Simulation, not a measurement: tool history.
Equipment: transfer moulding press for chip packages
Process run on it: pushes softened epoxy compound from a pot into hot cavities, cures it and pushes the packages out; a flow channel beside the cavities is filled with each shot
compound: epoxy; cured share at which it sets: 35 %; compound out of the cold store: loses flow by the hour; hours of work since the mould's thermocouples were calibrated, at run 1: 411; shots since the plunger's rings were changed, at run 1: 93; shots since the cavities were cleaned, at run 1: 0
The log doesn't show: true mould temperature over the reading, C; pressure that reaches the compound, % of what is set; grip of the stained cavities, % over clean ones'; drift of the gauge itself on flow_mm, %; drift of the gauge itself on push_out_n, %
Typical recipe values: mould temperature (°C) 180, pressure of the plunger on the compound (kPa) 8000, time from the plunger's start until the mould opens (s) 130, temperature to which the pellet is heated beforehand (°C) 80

run    hour  mould temperature (°C)  pressure of the plunger on the compound (kPa)  time from the plunger's start until the mould opens (s)  temperature to which the pellet is heated beforehand (°C)  hours of work since the mould's thermocouples were calibrated  shots since the plunger's rings were changed  shots since the cavities were cleaned  incoming compound's hours out of the cold store  length that the compound runs in the flow channel (mm)  greatest force on the pins that push the packages out (N)
  1       0                     180                                           8000                                                      130                                                         80                                                            411                                            93                                      0                                             32.1                                                     745                                                        465
        6.8  -- mould's thermocouples calibrated
  2    46.1                     176                                           8000                                                      130                                                         80                                                             28                                           532                                    439                                             33.4                                                     751                                                        877
       56.4  -- cavities cleaned with cleaning compound and waxed
      107.1  -- cavities cleaned with cleaning compound and waxed
  3   113.7                     176                                           8000                                                      130                                                         80                                                             75                                          1177                                     66                                             34.8                                                     732                                                        642
      158.6  -- cavities cleaned with cleaning compound and waxed
  4   189.8                     180                                           8000                                                      130                                                         80                                                            128                                          1921                                    312                                             16.1                                                     784                                                        696
      213.4  -- cavities cleaned with cleaning compound and waxed
  5   232.3                     180                                           8000                                                      130                                                         80                                                            158                                          2329                                    188                                             32.6                                                     711                                                        598
      263.9  -- cavities cleaned with cleaning compound and waxed
  6   305.3                     180                                           8000                                                      130                                                         80                                                            209                                          3042                                    413                                             42.9                                                     673                                                        734
      316.4  -- cavities cleaned with cleaning compound and waxed
  7   364.5                     180                                           8000                                                      127                                                         80                                                            251                                          3616                                    479                                             27.7                                                     711                                                        793
      369.9  -- cavities cleaned with cleaning compound and waxed
  8   403.5                     180                                           8000                                                      132                                                         80                                                            278                                          3990                                    335                                             10.1                                                     767                                                        707
      422.4  -- cavities cleaned with cleaning compound and waxed
        436  -- plunger's sealing rings changed
  9   467.2                     180                                           8000                                                      132                                                         80                                                            321                                           311                                    421                                               16                                                     798                                                        720
      479.5  -- cavities cleaned with cleaning compound and waxed
      532.4  -- cavities cleaned with cleaning compound and waxed
 10   539.9                     180                                           8000                                                      132                                                         80                                                            371                                          1006                                     75                                               38                                                     706                                                        550
 11   572.9                     180                                           8000                                                      132                                                         80                                                            395                                          1335                                    404                                             24.5                                                     758                                                        735
      584.7  -- cavities cleaned with cleaning compound and waxed
      602.6  -- mould's thermocouples calibrated
      641.2  -- cavities cleaned with cleaning compound and waxed
 12     644                     180                                           8000                                                      132                                                         80                                                             29                                          1993                                     28                                             28.2                                                     723                                                        505
 13   676.7                     180                                           8000                                                      130                                                         80                                                             52                                          2319                                    354                                             40.1                                                     690                                                        691
      696.4  -- cavities cleaned with cleaning compound and waxed
 14     736                     180                                           8000                                                      130                                                         80                                                             94                                          2896                                    395                                             47.2                                                     662                                                        720
      748.6  -- cavities cleaned with cleaning compound and waxed
 15   771.9                     180                                           9180                                                      130                                                         79                                                            119                                          3238                                    232                                             47.4                                                     692                                                        610
      802.9  -- cavities cleaned with cleaning compound and waxed
 16   842.6                     180                                           8000                                                      142                                                         89                                                            168                                          3928                                    395                                             41.4                                                     659                                                        681
        854  -- cavities cleaned with cleaning compound and waxed
      880.6  -- plunger's sealing rings changed
 17   896.7                     172                                           8000                                                      149                                                         85                                                            204                                           160                                    400                                             47.1                                                     715                                                        787
      907.9  -- cavities cleaned with cleaning compound and waxed
      958.6  -- cavities cleaned with cleaning compound and waxed
 18   977.9                     174                                           8000                                                      146                                                         85                                                            261                                           939                                    192                                               46                                                     706                                                        652
     1009.6  -- cavities cleaned with cleaning compound and waxed
 19  1050.5                     174                                           8000                                                      146                                                         85                                                            312                                          1648                                    407                                               42                                                     700                                                        759
     1062.8  -- cavities cleaned with cleaning compound and waxed
       1114  -- cavities cleaned with cleaning compound and waxed
 20    1114                     181                                           8460                                                      130                                                         80                                                            355                                          2251                                      0                                             38.2                                                     707                                                        474
     1167.7  -- cavities cleaned with cleaning compound and waxed
 21  1182.3                     174                                           8460                                                      110                                                         76                                                            404                                          2917                                    146                                             46.4                                                     680                                                        979
     1199.6  -- mould's thermocouples calibrated
 22  1216.4                     185                                           7280                                                      151                                                         76                                                             12                                          3237                                    466                                             21.9                                                     693                                                        677
     1223.1  -- cavities cleaned with cleaning compound and waxed
 23  1265.7                     185                                           6490                                                      135                                                         79                                                             46                                          3713                                    425                                             17.5                                                     661                                                        691
     1277.4  -- cavities cleaned with cleaning compound and waxed
 24  1318.4                     183                                           8000                                                      130                                                         80                                                             83                                          4223                                    408                                             31.1                                                     682                                                        705
     1325.9  -- plunger's sealing rings changed
     1333.2  -- cavities cleaned with cleaning compound and waxed
     1389.3  -- cavities cleaned with cleaning compound and waxed
 25  1390.1                     183                                           8000                                                      157                                                         80                                                            131                                           610                                      7                                               48                                                     684                                                        462
     1442.1  -- cavities cleaned with cleaning compound and waxed
 26  1442.1                     180                                           7830                                                      157                                                         84                                                            167                                          1113                                      0                                             31.4                                                     726                                                        423
     1497.7  -- cavities cleaned with cleaning compound and waxed
 27  1502.8                     180                                           8600                                                      157                                                         84                                                            210                                          1703                                     50                                             18.3                                                     794                                                        477

3 options for the next run, each taken on its own from the tool as it stands now. Forecast them:
       1550  -- cavities cleaned with cleaning compound and waxed
  A  1578.6                     180                                           8000                                                      126                                                         80                                                            263                                          2444                                    285                                             23.3                                                       ?                                                          ?
       1550  -- cavities cleaned with cleaning compound and waxed
  B  1578.6                     180                                           6810                                                      165                                                         88                                                            263                                          2444                                    285                                             18.3                                                       ?                                                          ?
       1550  -- cavities cleaned with cleaning compound and waxed
  C  1578.6                     185                                           8000                                                      130                                                         80                                                            263                                          2444                                    285                                             23.2                                                       ?                                                          ?

run  length that the compound runs in the flow channel (mm)  greatest force on the pins that push the packages out (N)
  A                                                     744                                                        690
  B                                                     705                                                        604
  C                                                     727                                                        631
With the hidden condition removed and each run's random variation left untouched, the same runs would have given:
run  length that the compound runs in the flow channel (mm)  greatest force on the pins that push the packages out (N)
  A                                                     782                                                        492
  B                                                     741                                                        426
  C                                                     764                                                        443
